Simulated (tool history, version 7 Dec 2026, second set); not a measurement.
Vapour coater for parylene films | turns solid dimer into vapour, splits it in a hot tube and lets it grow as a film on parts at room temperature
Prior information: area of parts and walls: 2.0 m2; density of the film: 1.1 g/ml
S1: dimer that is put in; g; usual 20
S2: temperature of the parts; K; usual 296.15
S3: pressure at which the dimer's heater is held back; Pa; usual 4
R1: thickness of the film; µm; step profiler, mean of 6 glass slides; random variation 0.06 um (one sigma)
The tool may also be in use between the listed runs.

Run 1, hour 0: usual settings. Result: R1 7.02 µm.
Run 2, hour 30: usual settings. Result: R1 7.01 µm.
Run 3, hour 63.3: usual settings. Result: R1 6.89 µm.
Run 4, hour 85.7: usual settings. Result: R1 6.92 µm.
Run 5, hour 117.6: usual settings. Result: R1 6.89 µm.
Run 6, hour 148.3: usual settings. Result: R1 6.83 µm.
Run 7, hour 169.1: usual settings. Result: R1 6.77 µm.
Run 8, hour 215.2: usual settings but S3 6.8 Pa. Result: R1 5.87 µm.
At hour 248.3: trap's valve overhauled.
Run 9, hour 259.2: usual settings. Result: R1 7.37 µm.
Run 10, hour 286.5: usual settings. Result: R1 7.31 µm.
Run 11, hour 330.7: usual settings. Result: R1 7.29 µm.
Run 12, hour 364.2: usual settings. Result: R1 7.2 µm.
Run 13, hour 397.8: usual settings. Result: R1 7.25 µm.
Run 14, hour 436.7: usual settings. Result: R1 7.08 µm.
Run 15, hour 481.1: usual settings. Result: R1 6.96 µm.
Run 16, hour 525.2: usual settings. Result: R1 6.99 µm.
Run 17, hour 570.4: usual settings. Result: R1 6.89 µm.
Run 18, hour 596.9: usual settings but S3 3.15 Pa. Result: R1 7.23 µm.
Run 19, hour 644.8: usual settings but S3 3.15 Pa. Result: R1 7.2 µm.
Run 20, hour 689.3: usual settings but S2 299.15 K. Result: R1 5.96 µm.
Run 21, hour 716.9: usual settings. Result: R1 6.73 µm.
At hour 737.6: trap's valve overhauled.
Run 22, hour 764.5: usual settings but S3 3.92 Pa. Result: R1 7.44 µm.
Run 23, hour 791.7: usual settings but S3 3.92 Pa. Result: R1 7.42 µm.
Run 24, hour 813.3: usual settings but S3 3.92 Pa. Result: R1 7.42 µm.
Run 25, hour 858.2: usual settings but S1 17 g, S2 295.15 K, S3 4.16 Pa. Result: R1 6.35 µm.
Run 26, hour 884.1: usual settings but S1 19 g, S2 293.15 K, S3 4.18 Pa. Result: R1 7.61 µm.
Run 27, hour 918.7: usual settings but S1 19 g, S2 293.15 K, S3 4.18 Pa. Result: R1 7.59 µm.
Run 28, hour 966.2: usual settings but S1 19 g, S2 292.15 K, S3 3.52 Pa. Result: R1 8.17 µm.
Run 29, hour 1015.4: usual settings but S1 16 g, S2 293.15 K, S3 3.67 Pa. Result: R1 6.5 µm.
Run 30, hour 1053.5: usual settings but S1 16 g, S2 293.15 K, S3 3.67 Pa. Result: R1 6.43 µm.
Run 31, hour 1099.8: usual settings but S1 10 g, S2 301.15 K, S3 7.73 Pa. Result: R1 2.49 µm.
Run 32, hour 1139.5: usual settings but S1 24 g, S2 288.15 K, S3 7.73 Pa. Result: R1 9.61 µm.
Run 33, hour 1173.1: usual settings but S1 17 g. Result: R1 5.79 µm.
Run 34, hour 1200.1: usual settings but S1 36 g, S2 299.15 K, S3 3.55 Pa. Result: R1 11.36 µm.
At hour 1225.1: trap's valve overhauled.
Run 35, hour 1244.6: usual settings but S1 36 g, S2 299.15 K, S3 3.55 Pa. Result: R1 12.57 µm.
Run 36, hour 1286.6: usual settings but S1 15 g, S2 295.15 K. Result: R1 5.7 µm.
Run 37, hour 1323.1: usual settings but S1 15 g, S2 295.15 K. Result: R1 5.77 µm.
Run 38, hour 1371.7: usual settings but S1 24 g, S2 295.15 K. Result: R1 9.03 µm.
Run 39, hour 1392.6: usual settings but S1 24 g, S2 295.15 K. Result: R1 9.01 µm.
Run 40, hour 1439.4: usual settings but S1 17 g, S2 305.15 K, S3 10.16 Pa. Result: R1 3.55 µm.
Run 41, hour 1465: usual settings but S1 17 g, S2 305.15 K, S3 10.16 Pa. Result: R1 3.43 µm.
Run 42, hour 1488: usual settings but S1 24 g, S2 290.15 K. Result: R1 10.05 µm.
Run 43, hour 1519.6: usual settings but S1 24 g, S2 290.15 K. Result: R1 9.99 µm.
Run 44, hour 1544.6: usual settings but S1 26 g, S2 307.15 K, S3 3.87 Pa. Result: R1 6.04 µm.
Run 45, hour 1570.5: usual settings but S1 29 g, S2 307.15 K, S3 3.11 Pa. Result: R1 7.13 µm.
Run 46, hour 1612.9: usual settings but S1 29 g, S2 307.15 K, S3 3.11 Pa. Result: R1 6.97 µm.
Run 47, hour 1645.8: usual settings but S1 25 g, S2 291.15 K, S3 5.41 Pa. Result: R1 9.65 µm.

Difference, measured minus no-hidden-state, one row per run. Run-to-run variation is common to both terms; the gauge's own scatter need not be:
The tool's hidden condition here consists of: vapour lost through the trap's worn valve, %; true temperature of the parts over the reading, C; drift of the gauge itself on film_um, %.
run     R1
  1  -0.31
  2  -0.36
  3  -0.41
  4  -0.44
  5  -0.48
  6  -0.54
  7  -0.56
  8  -0.54
  9  +0.05
 10  +0.01
 11  -0.06
 12   -0.1
 13  -0.16
 14  -0.22
 15  -0.29
 16  -0.35
 17  -0.42
 18  -0.48
 19  -0.55
 20  -0.52
 21  -0.63
 22  +0.11
 23  +0.06
 24  +0.03
 25  -0.03
 26  -0.08
 27  -0.13
 28  -0.32
 29  -0.24
 30  -0.29
 31  -0.14
 32  -0.62
 33  -0.43
 34   -0.9
 35  +0.24
 36  +0.06
 37  +0.02
 38  -0.06
 39  -0.11
 40  -0.07
 41  -0.09
 42  -0.67
 43  -0.73
 44  -0.27
 45  -0.36
 46  -0.42
 47  -0.64
